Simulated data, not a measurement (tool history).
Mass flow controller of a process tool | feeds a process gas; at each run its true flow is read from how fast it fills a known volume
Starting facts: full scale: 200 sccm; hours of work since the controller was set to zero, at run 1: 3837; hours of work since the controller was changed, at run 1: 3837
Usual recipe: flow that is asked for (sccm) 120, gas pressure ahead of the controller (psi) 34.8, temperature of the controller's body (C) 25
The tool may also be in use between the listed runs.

run      day  flow that is asked for (sccm)  gas pressure ahead of the controller (psi)  temperature of the controller's body (C)  hours of work since the controller was set to zero  hours of work since the controller was changed  true flow (%)
  1    0.000                            120                                        34.8                                        25                                                3837                                            3837          97.89
  2   11.850                            120                                        34.8                                        25                                                4028                                            4028          97.98
  3   20.262                            120                                        36.5                                        25                                                4163                                            4163          97.95
  4   25.483                            120                                        36.5                                        25                                                4247                                            4247          97.94
  5   31.104                            120                                        36.5                                        25                                                4338                                            4338          97.97
  6   39.142                            120                                        36.5                                        25                                                4467                                            4467          97.75
  7   48.850                            120                                        34.8                                        25                                                4624                                            4624          97.74
  8   55.808                            120                                        34.8                                        25                                                4736                                            4736          97.72
  9   63.858                             51                                        26.3                                        36                                                4865                                            4865          98.54
 10   75.846                            194                                        40.5                                        23                                                5058                                            5058          98.16
 11   87.138                             21                                        34.8                                        40                                                5240                                            5240         100.27
 12   93.662                             30                                        34.8                                        20                                                5345                                            5345          98.04
 13  104.238                             30                                        34.8                                        20                                                5516                                            5516          97.82

Measured result minus the same run's result without the hidden state. Both carry the same run-to-run variation, though not necessarily the same gauge scatter:
Unlogged tool condition in this case: flow at rest that the sensor doesn't see, % of full scale; true flow over the shown one, %; drift of the gauge itself on true_pct, %.
run  true flow (%)
  1          -1.21
  2          -1.26
  3          -1.31
  4          -1.34
  5          -1.36
  6          -1.41
  7          -1.46
  8          -1.50
  9          -0.84
 10          -1.81
 11          +0.94
 12          -0.01
 13          -0.02

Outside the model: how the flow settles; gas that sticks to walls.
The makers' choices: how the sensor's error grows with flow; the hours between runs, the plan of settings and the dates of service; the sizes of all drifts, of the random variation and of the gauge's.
